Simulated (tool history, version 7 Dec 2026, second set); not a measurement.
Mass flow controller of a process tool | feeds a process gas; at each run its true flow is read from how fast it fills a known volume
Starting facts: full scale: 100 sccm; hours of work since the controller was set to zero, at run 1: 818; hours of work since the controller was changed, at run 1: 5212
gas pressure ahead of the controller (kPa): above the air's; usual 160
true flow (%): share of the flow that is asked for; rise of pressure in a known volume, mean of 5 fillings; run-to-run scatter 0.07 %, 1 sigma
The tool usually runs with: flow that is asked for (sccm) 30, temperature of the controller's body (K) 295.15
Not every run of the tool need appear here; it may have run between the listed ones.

run	hour	flow that is asked for (sccm)	gas pressure ahead of the controller (kPa)	temperature of the controller's body (K)	hours of work since the controller was set to zero	hours of work since the controller was changed	true flow (%)
1	0	30	160	295.15	818	5212	96.25
2	171.7	30	160	296.15	926	5320	96.2
3	288.6	30	160	296.15	1000	5394	96.13
4	502.9	30	160	295.15	1135	5529	95.97
5	670.8	21	160	295.15	1241	5635	95.19
6	791.8	21	160	295.15	1317	5711	95.14
7	949.3	30	160	295.15	1416	5811	95.78
8	1041.8	30	160	295.15	1474	5869	95.83
9	1133.1	30	160	295.15	1532	5926	95.66
10	1225.2	30	265	295.15	1590	5984	96.09
11	1407.3	94	191	296.15	1705	6099	98.37
12	1520	19	155	312.15	1776	6170	96.27
13	1679.8	50	160	302.15	1877	6271	97.38
14	1790.2	11	160	294.15	1946	6341	92.03
15	1921.2	30	160	309.15	2029	6423	96.85

4 options for the next run, each taken on its own from the tool as it stands now. Forecast them:
A	2107.2	39	189	309.15	2146	6541	?
B	2107.2	76	160	298.15	2146	6541	?
C	2107.2	20	153	304.15	2146	6541	?
D	2107.2	14	268	309.15	2146	6541	?

run	true flow (%)
A	97.7
B	97.69
C	95.11
D	94.82
Stripped of hidden state, with their random variation kept, the same runs would have yielded:
run	true flow (%)
A	99.73
B	99.11
C	98.34
D	99.09
